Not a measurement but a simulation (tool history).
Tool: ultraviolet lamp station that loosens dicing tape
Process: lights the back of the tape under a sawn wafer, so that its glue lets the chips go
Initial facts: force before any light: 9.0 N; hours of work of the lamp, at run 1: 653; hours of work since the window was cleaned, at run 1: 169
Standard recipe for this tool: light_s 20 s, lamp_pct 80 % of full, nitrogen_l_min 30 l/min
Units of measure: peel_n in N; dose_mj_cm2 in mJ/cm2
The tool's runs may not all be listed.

run    hour  light_s  lamp_pct  nitrogen_l_min  hours of work of the lamp  hours of work since the window was cleaned  peel_n  dose_mj_cm2
  1     0.0       20        80              30                        653                                         169   2.221          210
  2    49.4       20        80              30                        684                                         199   2.338          199
  3   138.6       20        80              30                        739                                         254   2.537          186
      184.3  -- lamp changed
  4   208.5       20        80              51                         15                                         297   0.927          294
  5   295.2       20        80              51                         68                                         350   1.020          279
  6   340.3       20        80              51                         96                                         378   1.107          271
  7   424.4       20        80              51                        148                                         429   1.177          257
  8   467.0       20        80              51                        174                                         455   1.262          250
      504.3  -- window cleaned of glue's vapour
  9   530.5       20        80              30                        212                                          16   1.237          293
 10   587.1       20        80              30                        247                                          51   1.390          284
 11   632.8       20        80              30                        275                                          79   1.437          275
 12   687.3       20        75              30                        309                                         112   1.671          250
 13   737.8       25        94              33                        340                                         143   0.735          377
 14   819.5       12        95              40                        390                                         194   2.417          174
 15   880.3       15        63              32                        427                                         231   3.368          138
 16   933.0       15        63              32                        460                                         263   3.550          130
 17  1001.3       15        67              41                        502                                         305   3.228          135
 18  1051.7       21        72              41                        533                                         336   2.142          193
 19  1115.8       21        72              41                        572                                         376   2.292          181
 20  1180.2       21        72              41                        612                                         415   2.432          174
 21  1248.3       20        80              48                        654                                         457   2.343          172
     1285.5  -- window cleaned of glue's vapour
 22  1323.4       13        80              48                        699                                          23   3.216          128
 23  1383.0       13        80              48                        736                                          60   3.319          123
     1429.9  -- lamp changed
 24  1454.4       14        82              48                         15                                         103   1.516          235

3 options for the next run, each taken on its own from the tool as it stands now. Forecast them:
  A  1538.2       19        80              23                         67                                         155       ?            ?
  B  1538.2       37        82              41                         67                                         155       ?            ?
  C  1538.2       15        80              30                         67                                         155       ?            ?

run  peel_n  dose_mj_cm2
  A   1.544          288
  B   0.267          582
  C   1.914          230
The same runs, with their run-to-run variation unchanged, on a tool lacking any hidden condition would have given:
run  peel_n  dose_mj_cm2
  A   1.281          321
  B   0.228          648
  C   1.622          256

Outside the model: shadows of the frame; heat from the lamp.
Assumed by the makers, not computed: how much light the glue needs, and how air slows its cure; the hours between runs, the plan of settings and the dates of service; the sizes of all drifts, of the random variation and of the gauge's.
